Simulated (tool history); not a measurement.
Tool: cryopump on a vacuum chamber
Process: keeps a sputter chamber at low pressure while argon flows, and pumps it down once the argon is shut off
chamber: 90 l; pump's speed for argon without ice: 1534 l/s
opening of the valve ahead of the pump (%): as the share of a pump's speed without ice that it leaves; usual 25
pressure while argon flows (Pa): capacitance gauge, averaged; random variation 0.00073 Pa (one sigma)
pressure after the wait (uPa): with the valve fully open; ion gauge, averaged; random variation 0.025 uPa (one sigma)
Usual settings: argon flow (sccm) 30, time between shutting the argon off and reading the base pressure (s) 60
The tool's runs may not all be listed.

| run | day | argon flow (sccm) | time between shutting the argon off and reading the base pressure (s) | opening of the valve ahead of the pump (%) | pressure while argon flows (Pa) | pressure after the wait (uPa) |
|---|---|---|---|---|---|---|
| 1 | 0.000 | 30 | 60 | 25 | 0.1384 | 1.13 |
|  | 1.200 | pump warmed up, emptied and cooled again |
| 2 | 1.558 | 30 | 71 | 25 | 0.1316 | 0.94 |
| 3 | 3.579 | 30 | 71 | 25 | 0.1329 | 1.06 |
| 4 | 6.871 | 30 | 60 | 25 | 0.1327 | 1.26 |
| 5 | 8.812 | 30 | 60 | 32 | 0.1059 | 1.29 |
| 6 | 11.462 | 30 | 60 | 32 | 0.1059 | 1.44 |
| 7 | 13.917 | 30 | 60 | 32 | 0.1086 | 1.55 |
| 8 | 15.492 | 30 | 60 | 32 | 0.1073 | 1.60 |
| 9 | 17.288 | 30 | 60 | 32 | 0.1081 | 1.62 |
| 10 | 19.533 | 30 | 60 | 32 | 0.1091 | 1.70 |
| 11 | 22.883 | 22 | 29 | 17 | 0.1479 | 2.74 |
|  | 23.604 | pump warmed up, emptied and cooled again |
| 12 | 25.258 | 54 | 33 | 40 | 0.1521 | 2.43 |
| 13 | 28.021 | 29 | 29 | 42 | 0.0784 | 2.69 |
| 14 | 31.258 | 39 | 164 | 41 | 0.1076 | 1.48 |
| 15 | 32.804 | 27 | 226 | 31 | 0.0982 | 1.44 |

Forecast each of these 3 alternatives for the next run:
| A | 35.883 | 19 | 30 | 26 | ? | ? |
| B | 35.883 | 27 | 89 | 37 | ? | ? |
| C | 35.883 | 24 | 106 | 41 | ? | ? |

| run | pressure while argon flows (Pa) | pressure after the wait (uPa) |
|---|---|---|
| A | 0.0834 | 2.90 |
| B | 0.0833 | 1.93 |
| C | 0.0669 | 1.85 |
Without the tool's hidden state the same runs would have given:
| run | pressure while argon flows (Pa) | pressure after the wait (uPa) |
|---|---|---|
| A | 0.0807 | 1.75 |
| B | 0.0797 | 0.74 |
| C | 0.0637 | 0.67 |
